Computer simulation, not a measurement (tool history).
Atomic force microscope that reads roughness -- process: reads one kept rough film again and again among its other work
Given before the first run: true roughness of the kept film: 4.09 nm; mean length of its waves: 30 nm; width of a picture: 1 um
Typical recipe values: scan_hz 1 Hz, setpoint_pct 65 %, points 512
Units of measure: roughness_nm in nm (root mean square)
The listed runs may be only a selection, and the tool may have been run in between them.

Run 1, day 0: usual settings. Result: roughness_nm 3.127 nm (root mean square).
Run 2, day 0.408: usual settings. Result: roughness_nm 3.04 nm (root mean square).
Run 3, day 1.258: usual settings. Result: roughness_nm 2.857 nm (root mean square).
Run 4, day 1.658: usual settings. Result: roughness_nm 2.778 nm (root mean square).
At day 1.729: new tip fitted.
Run 5, day 2.458: usual settings. Result: roughness_nm 3.325 nm (root mean square).
Run 6, day 2.817: usual settings. Result: roughness_nm 3.212 nm (root mean square).
Run 7, day 3.588: usual settings. Result: roughness_nm 3.047 nm (root mean square).
At day 3.7: height scale calibrated on a step standard.
Run 8, day 4.358: usual settings. Result: roughness_nm 2.895 nm (root mean square).
At day 4.938: new tip fitted.
Run 9, day 5.079: usual settings. Result: roughness_nm 3.484 nm (root mean square).
Run 10, day 5.75: usual settings but scan_hz 0.52 Hz. Result: roughness_nm 3.319 nm (root mean square).
Run 11, day 6.521: usual settings. Result: roughness_nm 3.081 nm (root mean square).
At day 6.633: height scale calibrated on a step standard, once more.
Run 12, day 7.362: usual settings. Result: roughness_nm 2.912 nm (root mean square).
Run 13, day 7.812: usual settings. Result: roughness_nm 2.799 nm (root mean square).
At day 8.133: new tip fitted.
Run 14, day 8.583: usual settings. Result: roughness_nm 3.398 nm (root mean square).
Run 15, day 9.225: usual settings. Result: roughness_nm 3.196 nm (root mean square).
Run 16, day 9.854: usual settings but setpoint_pct 83 %, points 681. Result: roughness_nm 2.949 nm (root mean square).
Run 17, day 10.325: usual settings but setpoint_pct 68 %, points 582. Result: roughness_nm 2.928 nm (root mean square).
Run 18, day 11.146: usual settings but scan_hz 1.59 Hz, setpoint_pct 63 %, points 916. Result: roughness_nm 2.786 nm (root mean square).
At day 11.288: new tip fitted.
Run 19, day 11.996: usual settings but setpoint_pct 62 %, points 357. Result: roughness_nm 3.347 nm (root mean square).
Run 20, day 12.442: usual settings but setpoint_pct 62 %, points 357. Result: roughness_nm 3.205 nm (root mean square).
Run 21, day 13.083: usual settings but setpoint_pct 62 %, points 357. Result: roughness_nm 3.055 nm (root mean square).
Run 22, day 13.767: usual settings but scan_hz 2.83 Hz, setpoint_pct 68 %, points 400. Result: roughness_nm 2.728 nm (root mean square).
Run 23, day 14.254: usual settings but scan_hz 0.85 Hz, setpoint_pct 79 %, points 501. Result: roughness_nm 2.744 nm (root mean square).
At day 14.425: new tip fitted.
Run 24, day 14.788: usual settings but scan_hz 1.02 Hz, setpoint_pct 66 %, points 591. Result: roughness_nm 3.408 nm (root mean square).
Run 25, day 15.346: usual settings but scan_hz 0.96 Hz, setpoint_pct 66 %, points 415. Result: roughness_nm 3.261 nm (root mean square).
Run 26, day 15.721: usual settings but scan_hz 0.66 Hz, setpoint_pct 83 %, points 370. Result: roughness_nm 3.099 nm (root mean square).

Forecast each of these 5 alternatives for the next run:
Run A, day 16.362: usual settings but scan_hz 0.55 Hz, points 285. Result: roughness_nm ?.
Run B, day 16.362: usual settings but scan_hz 0.68 Hz, setpoint_pct 75 %, points 419. Result: roughness_nm ?.
Run C, day 16.362: usual settings but scan_hz 2.77 Hz, setpoint_pct 72 %, points 315. Result: roughness_nm ?.
Run D, day 16.362: usual settings but scan_hz 1.35 Hz, setpoint_pct 60 %, points 812. Result: roughness_nm ?.
Run E, day 16.362: usual settings but scan_hz 1.3 Hz, setpoint_pct 68 %, points 880. Result: roughness_nm ?.

run  roughness_nm
  A         3.022
  B         2.988
  C         2.765
  D         3.024
  E         2.989
With the hidden condition removed and each run's random variation left untouched, the same runs would have given:
run  roughness_nm
  A         3.541
  B         3.501
  C         3.239
  D         3.544
  E         3.503
